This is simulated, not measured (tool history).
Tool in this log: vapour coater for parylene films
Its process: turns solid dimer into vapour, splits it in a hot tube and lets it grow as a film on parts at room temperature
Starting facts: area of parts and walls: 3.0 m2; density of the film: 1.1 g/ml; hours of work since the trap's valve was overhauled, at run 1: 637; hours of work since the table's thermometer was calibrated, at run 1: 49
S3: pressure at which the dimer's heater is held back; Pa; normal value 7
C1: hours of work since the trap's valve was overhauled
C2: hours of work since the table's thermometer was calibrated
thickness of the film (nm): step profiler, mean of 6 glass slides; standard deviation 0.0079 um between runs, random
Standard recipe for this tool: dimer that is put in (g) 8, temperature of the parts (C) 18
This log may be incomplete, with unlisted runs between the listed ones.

{"run": 1, "hour": 0.0, "dimer that is put in (g)": 8, "temperature of the parts (C)": 18, "S3": 7, "C1": 637, "C2": 49, "thickness of the film (nm)": 1523}
{"run": 2, "hour": 22.7, "dimer that is put in (g)": 8, "temperature of the parts (C)": 18, "S3": 7, "C1": 648, "C2": 60, "thickness of the film (nm)": 1532}
{"run": 3, "hour": 48.4, "dimer that is put in (g)": 8, "temperature of the parts (C)": 18, "S3": 8.55, "C1": 660, "C2": 72, "thickness of the film (nm)": 1478}
{"run": 4, "hour": 69.3, "dimer that is put in (g)": 8, "temperature of the parts (C)": 18, "S3": 8.55, "C1": 670, "C2": 82, "thickness of the film (nm)": 1455}
{"run": 5, "hour": 95.6, "dimer that is put in (g)": 8, "temperature of the parts (C)": 11, "S3": 7, "C1": 682, "C2": 94, "thickness of the film (nm)": 1865}
{"run": 6, "hour": 112.3, "dimer that is put in (g)": 8, "temperature of the parts (C)": 11, "S3": 7, "C1": 690, "C2": 102, "thickness of the film (nm)": 1866}
{"run": 7, "hour": 130.4, "dimer that is put in (g)": 8, "temperature of the parts (C)": 11, "S3": 7, "C1": 699, "C2": 111, "thickness of the film (nm)": 1856}
{"hour": 138.9, "done": "trap's valve overhauled"}
{"run": 8, "hour": 161.9, "dimer that is put in (g)": 8, "temperature of the parts (C)": 12, "S3": 7, "C1": 11, "C2": 124, "thickness of the film (nm)": 1903}
{"run": 9, "hour": 179.3, "dimer that is put in (g)": 8, "temperature of the parts (C)": 12, "S3": 7, "C1": 19, "C2": 132, "thickness of the film (nm)": 1913}
{"run": 10, "hour": 200.6, "dimer that is put in (g)": 8, "temperature of the parts (C)": 12, "S3": 7, "C1": 29, "C2": 142, "thickness of the film (nm)": 1917}
{"run": 11, "hour": 232.9, "dimer that is put in (g)": 8, "temperature of the parts (C)": 12, "S3": 7, "C1": 45, "C2": 157, "thickness of the film (nm)": 1931}

Forecast run 12:
{"run": 12, "hour": 254.8, "dimer that is put in (g)": 8, "temperature of the parts (C)": 18, "S3": 6.94, "C1": 55, "C2": 168, "thickness of the film (nm)": "?"}

thickness of the film (nm): 1608
Minus the tool's unlogged condition, the same run would have read thickness of the film (nm) 1611.

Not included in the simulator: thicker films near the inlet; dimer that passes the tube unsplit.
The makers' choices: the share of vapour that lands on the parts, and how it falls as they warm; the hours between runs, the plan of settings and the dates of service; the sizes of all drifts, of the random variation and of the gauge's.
